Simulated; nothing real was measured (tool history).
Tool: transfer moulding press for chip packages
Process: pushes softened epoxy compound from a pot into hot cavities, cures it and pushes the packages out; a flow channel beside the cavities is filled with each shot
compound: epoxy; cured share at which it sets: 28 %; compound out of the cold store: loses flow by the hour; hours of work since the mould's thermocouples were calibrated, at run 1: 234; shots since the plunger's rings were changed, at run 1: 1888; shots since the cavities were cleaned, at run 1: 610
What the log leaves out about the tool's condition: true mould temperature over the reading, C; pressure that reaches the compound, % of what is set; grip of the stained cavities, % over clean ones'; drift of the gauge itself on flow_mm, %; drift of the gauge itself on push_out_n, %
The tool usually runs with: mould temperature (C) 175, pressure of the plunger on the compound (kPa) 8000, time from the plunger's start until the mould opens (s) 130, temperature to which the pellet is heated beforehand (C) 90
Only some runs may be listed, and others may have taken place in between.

run,hour,mould temperature (C),pressure of the plunger on the compound (kPa),time from the plunger's start until the mould opens (s),temperature to which the pellet is heated beforehand (C),hours of work since the mould's thermocouples were calibrated,shots since the plunger's rings were changed,shots since the cavities were cleaned,incoming compound's hours out of the cold store,length that the compound runs in the flow channel (mm),greatest force on the pins that push the packages out (N)
1,0.0,175,8000,130,90,234,1888,610,41.8,724,457
# hour 9.3: cavities cleaned with cleaning compound and waxed
2,11.4,175,8000,130,100,240,1972,18,38.7,741,443
3,20.9,175,8000,130,90,245,2052,98,17.4,879,488
4,30.7,177,8000,130,90,251,2135,181,10.7,920,442
5,37.5,175,8000,130,90,256,2193,239,47.8,692,448
6,43.0,175,8000,122,90,259,2240,286,33.1,776,516
7,51.9,175,8000,130,90,264,2315,361,38.1,745,460
8,58.7,168,9330,164,81,268,2372,418,42.1,801,461
9,66.4,168,9330,164,81,273,2438,484,8.9,1047,524
10,75.9,168,7010,164,81,279,2519,565,9.2,903,520
11,86.1,175,8350,130,88,285,2605,651,31.1,806,453
# hour 89.5: cavities cleaned with cleaning compound and waxed
12,96.7,175,8350,130,88,291,2682,61,36.8,770,436
13,102.0,170,9260,169,91,294,2727,106,27.3,889,422
14,112.1,173,9260,169,91,300,2813,192,44.3,769,390

Predict each of these 3 candidate next runs independently; none follows another, all start after run 14:
A,122.8,178,7520,131,90,307,2903,282,19.6,?,?
B,122.8,171,9260,112,91,307,2903,282,20.1,?,?
C,122.8,170,8000,130,90,307,2903,282,20.2,?,?

run,length that the compound runs in the flow channel (mm),greatest force on the pins that push the packages out (N)
A,830,415
B,941,862
C,878,678
Stripped of hidden state, with their random variation kept, the same runs would have yielded:
run,length that the compound runs in the flow channel (mm),greatest force on the pins that push the packages out (N)
A,830,411
B,941,853
C,879,671

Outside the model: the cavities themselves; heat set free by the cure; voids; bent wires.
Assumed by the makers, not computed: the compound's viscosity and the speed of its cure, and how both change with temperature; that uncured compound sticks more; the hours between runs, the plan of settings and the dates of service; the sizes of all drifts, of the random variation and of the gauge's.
